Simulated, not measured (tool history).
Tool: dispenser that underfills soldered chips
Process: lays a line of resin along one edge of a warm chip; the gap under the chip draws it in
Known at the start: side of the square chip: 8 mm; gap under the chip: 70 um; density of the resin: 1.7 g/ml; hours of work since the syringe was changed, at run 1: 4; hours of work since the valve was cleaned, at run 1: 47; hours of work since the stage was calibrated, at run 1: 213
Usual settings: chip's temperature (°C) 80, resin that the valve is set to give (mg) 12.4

run	day	chip's temperature (°C)	resin that the valve is set to give (mg)	hours of work since the syringe was changed	hours of work since the valve was cleaned	hours of work since the stage was calibrated	time until the resin shows at the far edge (s)	resin that the valve gave (mg)
1	0	80	12.4	4	47	213	58.7	11.74
2	0.283	80	11.6	9	52	218	82.8	10.94
# day 0.425: new syringe of resin
3	0.571	80	11.6	3	57	223	52	10.93
4	0.762	80	11.6	6	60	226	65.1	10.92
5	0.912	80	11.6	8	63	229	77.4	10.9
# day 1.079: new syringe of resin
6	1.2	80	11.6	2	67	234	52.8	10.82
7	1.417	80	12.4	6	71	237	66.4	11.34
8	1.592	90	15.6	9	74	241	53.5	14.5
# day 1.733: new syringe of resin
# day 1.775: dispensing valve cleaned and set on the balance
9	1.942	90	15.6	3	3	246	35.4	15.69
10	2.183	91	14.4	7	7	250	44.4	14.3
# day 2.425: new syringe of resin
11	2.454	91	14	1	11	254	29.8	13.88
12	2.654	90	14	4	15	258	38.1	13.72
13	2.888	78	15.9	8	19	262	80	15.44
# day 3.067: new syringe of resin
14	3.067	80	12.4	0	22	265	45.7	12.1

Forecast each of these 5 alternatives for the next run:
A	3.329	74	14.7	5	26	269	?	?
B	3.329	92	12.8	5	26	269	?	?
C	3.329	81	15.6	5	26	269	?	?
D	3.329	94	13.2	5	26	269	?	?
E	3.329	69	15.8	5	26	269	?	?

run	time until the resin shows at the far edge (s)	resin that the valve gave (mg)
A	77.7	14.18
B	38.4	12.45
C	57.4	15.17
D	34.9	12.75
E	95.8	15.36
Without the tool's hidden state the same runs would have given:
run	time until the resin shows at the far edge (s)	resin that the valve gave (mg)
A	53.3	14.56
B	26.4	12.78
C	39.4	15.58
D	24	13.09
E	65.4	15.77
